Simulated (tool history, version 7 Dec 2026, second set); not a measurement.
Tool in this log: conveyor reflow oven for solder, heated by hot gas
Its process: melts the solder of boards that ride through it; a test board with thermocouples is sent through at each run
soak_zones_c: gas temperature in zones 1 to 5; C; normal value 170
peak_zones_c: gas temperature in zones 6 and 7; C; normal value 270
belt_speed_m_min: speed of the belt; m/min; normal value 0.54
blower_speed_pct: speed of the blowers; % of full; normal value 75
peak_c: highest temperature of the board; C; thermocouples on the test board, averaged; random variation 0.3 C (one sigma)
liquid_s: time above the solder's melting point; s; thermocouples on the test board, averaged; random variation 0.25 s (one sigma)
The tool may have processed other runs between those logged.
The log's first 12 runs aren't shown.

| run | hour | soak_zones_c | peak_zones_c | belt_speed_m_min | blower_speed_pct | peak_c | liquid_s |
|---|---|---|---|---|---|---|---|
| 13 | 899.5 | 175 | 270 | 0.54 | 75 | 257.9 | 63.2 |
| 14 | 957.9 | 175 | 270 | 0.54 | 75 | 257.4 | 62.7 |
| 15 | 1029.2 | 170 | 270 | 0.54 | 75 | 256.5 | 61.2 |
|  | 1100.1 | flux residue cleaned out of gas plates and filters |
| 16 | 1100.1 | 173 | 270 | 0.54 | 61 | 256.2 | 60.8 |
| 17 | 1167.8 | 164 | 282 | 0.54 | 75 | 269.4 | 66.2 |
| 18 | 1225.8 | 163 | 268 | 0.54 | 75 | 255.4 | 59.2 |
| 19 | 1292.2 | 170 | 268 | 0.54 | 90 | 258.9 | 63.8 |
| 20 | 1348.1 | 175 | 268 | 0.565 | 90 | 258.5 | 61.9 |
| 21 | 1404.1 | 163 | 268 | 0.534 | 90 | 258.7 | 61.7 |
| 22 | 1449.8 | 171 | 264 | 0.541 | 55 | 247 | 53.2 |
| 23 | 1537.9 | 167 | 280 | 0.474 | 67 | 268.4 | 76.4 |
|  | 1612.9 | flux residue cleaned out of gas plates and filters |
| 24 | 1638.2 | 166 | 280 | 0.474 | 53 | 266.5 | 74.7 |
| 25 | 1716 | 171 | 265 | 0.572 | 79 | 254.2 | 57 |
| 26 | 1758.8 | 170 | 270 | 0.453 | 87 | 265 | 81 |
| 27 | 1829.1 | 170 | 270 | 0.453 | 87 | 264.9 | 80.7 |
| 28 | 1876.5 | 170 | 270 | 0.582 | 56 | 250.3 | 50.8 |
| 29 | 1927.5 | 184 | 273 | 0.54 | 52 | 257.4 | 66.4 |
| 30 | 1996.5 | 176 | 270 | 0.506 | 65 | 258.5 | 69.4 |

Forecast each of these 4 alternatives for the next run:
| A | 2091.4 | 176 | 270 | 0.635 | 65 | ? | ? |
| B | 2091.4 | 170 | 265 | 0.553 | 75 | ? | ? |
| C | 2091.4 | 158 | 270 | 0.506 | 65 | ? | ? |
| D | 2091.4 | 170 | 270 | 0.47 | 75 | ? | ? |

| run | peak_c | liquid_s |
|---|---|---|
| A | 250.5 | 48.6 |
| B | 252.6 | 56.7 |
| C | 256 | 60.4 |
| D | 261.6 | 75.1 |
With no hidden state in the tool, these same runs would have given:
| run | peak_c | liquid_s |
|---|---|---|
| A | 252.1 | 49.4 |
| B | 254 | 57.5 |
| C | 257.3 | 60.9 |
| D | 262.5 | 75 |

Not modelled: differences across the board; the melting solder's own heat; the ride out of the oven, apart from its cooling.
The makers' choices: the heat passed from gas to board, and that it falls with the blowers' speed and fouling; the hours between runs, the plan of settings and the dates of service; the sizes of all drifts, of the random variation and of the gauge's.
